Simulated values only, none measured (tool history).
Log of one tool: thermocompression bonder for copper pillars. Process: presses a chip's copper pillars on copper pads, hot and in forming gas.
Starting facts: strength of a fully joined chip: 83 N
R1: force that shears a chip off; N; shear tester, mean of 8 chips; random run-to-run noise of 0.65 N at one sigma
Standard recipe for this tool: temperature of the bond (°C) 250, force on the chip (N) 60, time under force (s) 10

{"run": 1, "day": 0.0, "temperature of the bond (°C)": 250, "force on the chip (N)": 60, "time under force (s)": 10, "R1": 42}
{"run": 2, "day": 1.538, "temperature of the bond (°C)": 250, "force on the chip (N)": 60, "time under force (s)": 10, "R1": 42.6}
{"run": 3, "day": 2.788, "temperature of the bond (°C)": 250, "force on the chip (N)": 60, "time under force (s)": 10, "R1": 42.7}
{"run": 4, "day": 4.825, "temperature of the bond (°C)": 250, "force on the chip (N)": 60, "time under force (s)": 10, "R1": 41.6}
{"run": 5, "day": 7.012, "temperature of the bond (°C)": 250, "force on the chip (N)": 60, "time under force (s)": 10, "R1": 42.6}
{"run": 6, "day": 8.675, "temperature of the bond (°C)": 250, "force on the chip (N)": 60, "time under force (s)": 10, "R1": 42.5}
{"run": 7, "day": 10.346, "temperature of the bond (°C)": 266, "force on the chip (N)": 60, "time under force (s)": 10, "R1": 49.5}
{"run": 8, "day": 11.658, "temperature of the bond (°C)": 266, "force on the chip (N)": 60, "time under force (s)": 10, "R1": 49.1}
{"run": 9, "day": 12.946, "temperature of the bond (°C)": 250, "force on the chip (N)": 60, "time under force (s)": 10, "R1": 40.4}
{"run": 10, "day": 14.679, "temperature of the bond (°C)": 250, "force on the chip (N)": 60, "time under force (s)": 10, "R1": 41.1}
{"run": 11, "day": 16.704, "temperature of the bond (°C)": 250, "force on the chip (N)": 60, "time under force (s)": 10, "R1": 42.4}
{"run": 12, "day": 18.733, "temperature of the bond (°C)": 250, "force on the chip (N)": 60, "time under force (s)": 10, "R1": 41.6}
{"run": 13, "day": 20.292, "temperature of the bond (°C)": 250, "force on the chip (N)": 78, "time under force (s)": 10, "R1": 47.6}
{"run": 14, "day": 22.021, "temperature of the bond (°C)": 250, "force on the chip (N)": 78, "time under force (s)": 10, "R1": 48.1}
{"run": 15, "day": 23.671, "temperature of the bond (°C)": 250, "force on the chip (N)": 78, "time under force (s)": 10, "R1": 48.7}
{"run": 16, "day": 25.021, "temperature of the bond (°C)": 250, "force on the chip (N)": 78, "time under force (s)": 10, "R1": 47.5}
{"run": 17, "day": 26.529, "temperature of the bond (°C)": 250, "force on the chip (N)": 60, "time under force (s)": 10, "R1": 41.6}
{"run": 18, "day": 27.688, "temperature of the bond (°C)": 250, "force on the chip (N)": 60, "time under force (s)": 10, "R1": 42.1}
{"run": 19, "day": 28.717, "temperature of the bond (°C)": 250, "force on the chip (N)": 60, "time under force (s)": 16, "R1": 48}
{"run": 20, "day": 29.992, "temperature of the bond (°C)": 250, "force on the chip (N)": 60, "time under force (s)": 16, "R1": 49}
{"run": 21, "day": 31.708, "temperature of the bond (°C)": 250, "force on the chip (N)": 58, "time under force (s)": 10, "R1": 40.7}
{"run": 22, "day": 33.867, "temperature of the bond (°C)": 220, "force on the chip (N)": 70, "time under force (s)": 28, "R1": 44.4}
{"run": 23, "day": 35.9, "temperature of the bond (°C)": 242, "force on the chip (N)": 43, "time under force (s)": 10, "R1": 31.3}
{"run": 24, "day": 37.817, "temperature of the bond (°C)": 242, "force on the chip (N)": 43, "time under force (s)": 10, "R1": 30.4}
{"run": 25, "day": 39.05, "temperature of the bond (°C)": 242, "force on the chip (N)": 43, "time under force (s)": 10, "R1": 30.8}
{"run": 26, "day": 40.275, "temperature of the bond (°C)": 242, "force on the chip (N)": 43, "time under force (s)": 10, "R1": 30.9}
{"run": 27, "day": 41.879, "temperature of the bond (°C)": 242, "force on the chip (N)": 43, "time under force (s)": 10, "R1": 30.8}
{"run": 28, "day": 43.042, "temperature of the bond (°C)": 273, "force on the chip (N)": 43, "time under force (s)": 7, "R1": 40.3}
{"run": 29, "day": 44.983, "temperature of the bond (°C)": 273, "force on the chip (N)": 43, "time under force (s)": 7, "R1": 39.7}
{"run": 30, "day": 47.2, "temperature of the bond (°C)": 273, "force on the chip (N)": 43, "time under force (s)": 7, "R1": 40.6}
{"run": 31, "day": 48.996, "temperature of the bond (°C)": 223, "force on the chip (N)": 73, "time under force (s)": 25, "R1": 45.3}
{"run": 32, "day": 50.704, "temperature of the bond (°C)": 271, "force on the chip (N)": 51, "time under force (s)": 15, "R1": 54.4}
{"run": 33, "day": 52.783, "temperature of the bond (°C)": 254, "force on the chip (N)": 43, "time under force (s)": 22, "R1": 49.3}
{"run": 34, "day": 53.992, "temperature of the bond (°C)": 222, "force on the chip (N)": 38, "time under force (s)": 10, "R1": 21.5}
{"run": 35, "day": 55.158, "temperature of the bond (°C)": 274, "force on the chip (N)": 57, "time under force (s)": 16, "R1": 57.1}
{"run": 36, "day": 57.267, "temperature of the bond (°C)": 277, "force on the chip (N)": 36, "time under force (s)": 22, "R1": 53.8}
{"run": 37, "day": 59.071, "temperature of the bond (°C)": 250, "force on the chip (N)": 60, "time under force (s)": 12, "R1": 44.9}
{"run": 38, "day": 61.233, "temperature of the bond (°C)": 256, "force on the chip (N)": 70, "time under force (s)": 9, "R1": 46.6}
{"run": 39, "day": 62.212, "temperature of the bond (°C)": 251, "force on the chip (N)": 60, "time under force (s)": 10, "R1": 42}

Withheld: 3 entries from between the runs. Position of each, and hidden state at the listed run before versus the listed run after:
In the gap between runs 1 and 2: heater calibrated with a thermocouple chip (day 0.221)
  true temperature of the bond over the reading, C: -0.7 -> 0; oxide that the forming gas leaves, % of the face: 0.51 -> 0.52
In the gap between runs 16 and 17: forming gas filter changed (day 25.212)
  oxide that the forming gas leaves, % of the face: 0.65 -> 0.51
In the gap between runs 31 and 32: forming gas filter changed (day 50.379)
  oxide that the forming gas leaves, % of the face: 0.64 -> 0.51

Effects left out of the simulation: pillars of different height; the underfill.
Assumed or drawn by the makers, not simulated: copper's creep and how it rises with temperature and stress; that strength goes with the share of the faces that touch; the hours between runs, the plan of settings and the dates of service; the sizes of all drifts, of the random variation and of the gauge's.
